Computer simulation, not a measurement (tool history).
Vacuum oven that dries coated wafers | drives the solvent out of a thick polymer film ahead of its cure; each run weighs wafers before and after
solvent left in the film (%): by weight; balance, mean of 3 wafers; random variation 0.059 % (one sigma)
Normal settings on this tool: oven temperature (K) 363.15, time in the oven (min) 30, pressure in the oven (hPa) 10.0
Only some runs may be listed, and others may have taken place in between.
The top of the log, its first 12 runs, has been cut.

Run 13, hour 1208.7: usual settings but pressure in the oven (hPa) 17.1. Result: solvent left in the film (%) 3.04.
Run 14, hour 1281.4: usual settings but oven temperature (K) 350.15. Result: solvent left in the film (%) 7.71.
Run 15, hour 1369.2: usual settings but oven temperature (K) 350.15. Result: solvent left in the film (%) 7.73.
Run 16, hour 1467.5: usual settings but oven temperature (K) 350.15. Result: solvent left in the film (%) 7.59.
At hour 1478.2: vacuum gauge cleaned of residue and calibrated.
Run 17, hour 1551.9: usual settings but pressure in the oven (hPa) 14.8. Result: solvent left in the film (%) 2.80.
Run 18, hour 1659.3: usual settings but pressure in the oven (hPa) 14.8. Result: solvent left in the film (%) 2.77.
Run 19, hour 1732.6: usual settings but pressure in the oven (hPa) 14.8. Result: solvent left in the film (%) 2.72.
Run 20, hour 1784.8: usual settings but time in the oven (min) 42. Result: solvent left in the film (%) 1.44.
Run 21, hour 1889.9: usual settings but oven temperature (K) 355.15. Result: solvent left in the film (%) 5.25.
Run 22, hour 1961.8: usual settings. Result: solvent left in the film (%) 2.64.
Run 23, hour 2057.5: usual settings but time in the oven (min) 20. Result: solvent left in the film (%) 4.91.
At hour 2069.2: oven's thermocouples calibrated.
Run 24, hour 2173.2: usual settings. Result: solvent left in the film (%) 2.23.
Run 25, hour 2235.7: usual settings but oven temperature (K) 376.15, pressure in the oven (hPa) 8.3. Result: solvent left in the film (%) 0.40.
At hour 2352.3: oven's thermocouples calibrated, once more.
Run 26, hour 2352.3: usual settings but oven temperature (K) 376.15, time in the oven (min) 25, pressure in the oven (hPa) 7.1. Result: solvent left in the film (%) 1.00.
Run 27, hour 2446.6: usual settings but oven temperature (K) 355.15. Result: solvent left in the film (%) 6.06.
Run 28, hour 2547.8: usual settings but oven temperature (K) 352.15, time in the oven (min) 44, pressure in the oven (hPa) 12.2. Result: solvent left in the film (%) 4.81.
Run 29, hour 2640.4: usual settings but oven temperature (K) 352.15, time in the oven (min) 44, pressure in the oven (hPa) 12.2. Result: solvent left in the film (%) 4.85.
Run 30, hour 2722.3: usual settings but oven temperature (K) 376.15. Result: solvent left in the film (%) 0.50.
Run 31, hour 2789.9: usual settings but oven temperature (K) 376.15. Result: solvent left in the film (%) 0.58.

For run 32, what comes out?
Run 32, hour 2851.8: usual settings but time in the oven (min) 38. Result: solvent left in the film (%) ?.

solvent left in the film (%): 1.90
On a tool with no hidden condition, and with the same random variation, this run would have come out at solvent left in the film (%) 1.94.

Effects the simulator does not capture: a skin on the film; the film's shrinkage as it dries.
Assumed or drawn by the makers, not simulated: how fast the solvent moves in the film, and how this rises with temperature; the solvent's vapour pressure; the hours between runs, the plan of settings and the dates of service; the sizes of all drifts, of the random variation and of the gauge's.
